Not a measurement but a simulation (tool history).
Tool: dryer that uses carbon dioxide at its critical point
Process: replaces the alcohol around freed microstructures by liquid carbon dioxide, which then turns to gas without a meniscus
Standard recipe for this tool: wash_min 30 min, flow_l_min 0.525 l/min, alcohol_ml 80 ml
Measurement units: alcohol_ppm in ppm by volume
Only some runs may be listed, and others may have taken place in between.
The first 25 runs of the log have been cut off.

run	day	wash_min	flow_l_min	alcohol_ml	alcohol_ppm
26	49.558	29	0.565	46	202
27	50.796	30	0.548	46	214
28	53.625	30	0.548	46	218
29	55.317	25	0.777	48	195
30	57.112	45	0.524	80	185
31	58.817	21	0.699	80	376
32	61.292	21	0.730	80	349
# day 62.917: inlet filter changed
33	64.138	28	0.549	36	255
34	65.783	21	0.525	106	983
35	67.400	21	0.339	27	1074
36	69.204	30	0.458	29	284
37	70.442	30	0.458	29	294
38	71.967	30	0.525	106	341
39	73.508	30	0.407	56	487
40	75.192	30	0.407	56	496
41	77.983	33	0.525	80	284
42	79.592	33	0.525	80	301
43	82.142	33	0.525	80	308
44	83.971	32	0.326	92	1138
45	86.733	32	0.326	92	1167
# day 87.817: purifier's bed changed
46	89.642	32	0.326	92	897
47	91.229	46	0.525	34	14

Branching from run 47: 4 alternative next runs. What would each branch give?
A	93.846	24	0.438	80	?
B	93.846	35	0.525	22	?
C	93.846	23	0.525	23	?
D	93.846	46	0.336	34	?

run	alcohol_ppm
A	804
B	34
C	154
D	71
With no hidden state in the tool, these same runs would have given:
run	alcohol_ppm
A	680
B	14
C	117
D	43
